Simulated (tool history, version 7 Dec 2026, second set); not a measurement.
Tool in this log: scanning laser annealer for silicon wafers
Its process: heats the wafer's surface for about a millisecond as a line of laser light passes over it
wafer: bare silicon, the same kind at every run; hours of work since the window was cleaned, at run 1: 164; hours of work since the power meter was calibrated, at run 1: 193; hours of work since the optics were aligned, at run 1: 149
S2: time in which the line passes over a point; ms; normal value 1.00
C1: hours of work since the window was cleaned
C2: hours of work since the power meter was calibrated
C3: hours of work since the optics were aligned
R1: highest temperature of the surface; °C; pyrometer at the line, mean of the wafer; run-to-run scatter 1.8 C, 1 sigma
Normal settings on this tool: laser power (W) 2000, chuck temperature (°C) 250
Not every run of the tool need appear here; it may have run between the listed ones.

{"run": 1, "hour": 0.0, "laser power (W)": 2000, "S2": 1.0, "chuck temperature (°C)": 250, "C1": 164, "C2": 193, "C3": 149, "R1": 1016}
{"run": 2, "hour": 6.2, "laser power (W)": 2000, "S2": 1.0, "chuck temperature (°C)": 250, "C1": 167, "C2": 196, "C3": 152, "R1": 1014}
{"run": 3, "hour": 12.9, "laser power (W)": 2000, "S2": 1.0, "chuck temperature (°C)": 250, "C1": 170, "C2": 198, "C3": 154, "R1": 1019}
{"run": 4, "hour": 23.9, "laser power (W)": 2000, "S2": 1.0, "chuck temperature (°C)": 250, "C1": 175, "C2": 203, "C3": 159, "R1": 1014}
{"run": 5, "hour": 34.8, "laser power (W)": 2000, "S2": 0.73, "chuck temperature (°C)": 250, "C1": 179, "C2": 208, "C3": 164, "R1": 883}
{"run": 6, "hour": 42.9, "laser power (W)": 2000, "S2": 0.73, "chuck temperature (°C)": 250, "C1": 183, "C2": 211, "C3": 167, "R1": 884}
{"run": 7, "hour": 48.0, "laser power (W)": 2000, "S2": 0.73, "chuck temperature (°C)": 250, "C1": 185, "C2": 213, "C3": 169, "R1": 884}
{"run": 8, "hour": 57.4, "laser power (W)": 2000, "S2": 0.73, "chuck temperature (°C)": 250, "C1": 189, "C2": 217, "C3": 173, "R1": 882}
{"run": 9, "hour": 67.2, "laser power (W)": 2000, "S2": 1.0, "chuck temperature (°C)": 250, "C1": 193, "C2": 222, "C3": 178, "R1": 1010}
{"run": 10, "hour": 75.0, "laser power (W)": 2000, "S2": 1.05, "chuck temperature (°C)": 250, "C1": 197, "C2": 225, "C3": 181, "R1": 1036}
{"run": 11, "hour": 83.1, "laser power (W)": 1801, "S2": 1.0, "chuck temperature (°C)": 250, "C1": 200, "C2": 228, "C3": 184, "R1": 931}
{"run": 12, "hour": 89.3, "laser power (W)": 2000, "S2": 1.0, "chuck temperature (°C)": 250, "C1": 203, "C2": 231, "C3": 187, "R1": 1012}
{"run": 13, "hour": 96.7, "laser power (W)": 2000, "S2": 1.0, "chuck temperature (°C)": 250, "C1": 206, "C2": 234, "C3": 190, "R1": 1012}
{"run": 14, "hour": 104.7, "laser power (W)": 2000, "S2": 1.0, "chuck temperature (°C)": 250, "C1": 209, "C2": 238, "C3": 194, "R1": 1010}
{"run": 15, "hour": 114.2, "laser power (W)": 2000, "S2": 1.0, "chuck temperature (°C)": 250, "C1": 213, "C2": 242, "C3": 198, "R1": 1011}
{"run": 16, "hour": 120.1, "laser power (W)": 2000, "S2": 1.0, "chuck temperature (°C)": 250, "C1": 216, "C2": 244, "C3": 200, "R1": 1011}
{"run": 17, "hour": 130.5, "laser power (W)": 2000, "S2": 1.0, "chuck temperature (°C)": 250, "C1": 220, "C2": 249, "C3": 205, "R1": 1008}
{"run": 18, "hour": 139.4, "laser power (W)": 2000, "S2": 1.0, "chuck temperature (°C)": 250, "C1": 224, "C2": 252, "C3": 208, "R1": 1012}
{"run": 19, "hour": 145.2, "laser power (W)": 2000, "S2": 1.0, "chuck temperature (°C)": 250, "C1": 226, "C2": 255, "C3": 211, "R1": 1007}
{"run": 20, "hour": 155.4, "laser power (W)": 2000, "S2": 1.0, "chuck temperature (°C)": 281, "C1": 231, "C2": 259, "C3": 215, "R1": 1039}
{"run": 21, "hour": 166.2, "laser power (W)": 2000, "S2": 1.0, "chuck temperature (°C)": 281, "C1": 235, "C2": 264, "C3": 220, "R1": 1038}
{"run": 22, "hour": 175.9, "laser power (W)": 2000, "S2": 1.0, "chuck temperature (°C)": 281, "C1": 240, "C2": 268, "C3": 224, "R1": 1040}
{"run": 23, "hour": 181.1, "laser power (W)": 2086, "S2": 1.0, "chuck temperature (°C)": 282, "C1": 242, "C2": 270, "C3": 226, "R1": 1076}
{"run": 24, "hour": 191.5, "laser power (W)": 2086, "S2": 1.0, "chuck temperature (°C)": 282, "C1": 246, "C2": 275, "C3": 231, "R1": 1075}
{"run": 25, "hour": 200.1, "laser power (W)": 2063, "S2": 0.7, "chuck temperature (°C)": 251, "C1": 250, "C2": 278, "C3": 234, "R1": 886}
{"run": 26, "hour": 209.4, "laser power (W)": 2071, "S2": 1.07, "chuck temperature (°C)": 248, "C1": 254, "C2": 282, "C3": 238, "R1": 1071}
{"run": 27, "hour": 217.5, "laser power (W)": 2071, "S2": 1.07, "chuck temperature (°C)": 248, "C1": 257, "C2": 286, "C3": 242, "R1": 1062}
{"run": 28, "hour": 227.9, "laser power (W)": 1923, "S2": 1.25, "chuck temperature (°C)": 232, "C1": 262, "C2": 290, "C3": 246, "R1": 1059}
{"run": 29, "hour": 235.1, "laser power (W)": 1923, "S2": 1.25, "chuck temperature (°C)": 232, "C1": 265, "C2": 293, "C3": 249, "R1": 1056}
{"run": 30, "hour": 243.2, "laser power (W)": 1967, "S2": 1.01, "chuck temperature (°C)": 266, "C1": 268, "C2": 297, "C3": 253, "R1": 1012}
{"run": 31, "hour": 248.4, "laser power (W)": 1967, "S2": 1.01, "chuck temperature (°C)": 266, "C1": 271, "C2": 299, "C3": 255, "R1": 1015}
{"run": 32, "hour": 254.9, "laser power (W)": 1967, "S2": 1.01, "chuck temperature (°C)": 266, "C1": 273, "C2": 302, "C3": 258, "R1": 1012}
{"run": 33, "hour": 263.2, "laser power (W)": 1947, "S2": 1.0, "chuck temperature (°C)": 250, "C1": 277, "C2": 305, "C3": 261, "R1": 984}
{"run": 34, "hour": 272.0, "laser power (W)": 2028, "S2": 0.73, "chuck temperature (°C)": 284, "C1": 281, "C2": 309, "C3": 265, "R1": 920}
{"run": 35, "hour": 278.1, "laser power (W)": 2028, "S2": 0.73, "chuck temperature (°C)": 284, "C1": 283, "C2": 312, "C3": 268, "R1": 918}
{"run": 36, "hour": 288.2, "laser power (W)": 2012, "S2": 1.03, "chuck temperature (°C)": 230, "C1": 288, "C2": 316, "C3": 272, "R1": 1001}
{"run": 37, "hour": 295.7, "laser power (W)": 2158, "S2": 0.83, "chuck temperature (°C)": 283, "C1": 291, "C2": 319, "C3": 275, "R1": 1014}
{"run": 38, "hour": 304.9, "laser power (W)": 1984, "S2": 0.99, "chuck temperature (°C)": 264, "C1": 295, "C2": 323, "C3": 279, "R1": 1007}
{"run": 39, "hour": 311.0, "laser power (W)": 1984, "S2": 0.99, "chuck temperature (°C)": 264, "C1": 297, "C2": 326, "C3": 282, "R1": 1005}
{"run": 40, "hour": 319.4, "laser power (W)": 1984, "S2": 1.2, "chuck temperature (°C)": 215, "C1": 301, "C2": 329, "C3": 285, "R1": 1044}
{"run": 41, "hour": 324.2, "laser power (W)": 1752, "S2": 0.95, "chuck temperature (°C)": 243, "C1": 303, "C2": 331, "C3": 287, "R1": 878}

What if the next run were any one of these 4? Each begins from the tool's condition after run 41:
{"run": "A", "hour": 332.1, "laser power (W)": 2093, "S2": 0.87, "chuck temperature (°C)": 274, "C1": 306, "C2": 335, "C3": 291, "R1": "?"}
{"run": "B", "hour": 332.1, "laser power (W)": 1752, "S2": 0.95, "chuck temperature (°C)": 265, "C1": 306, "C2": 335, "C3": 291, "R1": "?"}
{"run": "C", "hour": 332.1, "laser power (W)": 2013, "S2": 0.81, "chuck temperature (°C)": 234, "C1": 306, "C2": 335, "C3": 291, "R1": "?"}
{"run": "D", "hour": 332.1, "laser power (W)": 1752, "S2": 0.8, "chuck temperature (°C)": 243, "C1": 306, "C2": 335, "C3": 291, "R1": "?"}

run=A R1=1007
run=B R1=899
run=C R1=904
run=D R1=812
With no hidden state in the tool, these same runs would have given:
run=A R1=1036
run=B R1=923
run=C R1=930
run=D R1=835

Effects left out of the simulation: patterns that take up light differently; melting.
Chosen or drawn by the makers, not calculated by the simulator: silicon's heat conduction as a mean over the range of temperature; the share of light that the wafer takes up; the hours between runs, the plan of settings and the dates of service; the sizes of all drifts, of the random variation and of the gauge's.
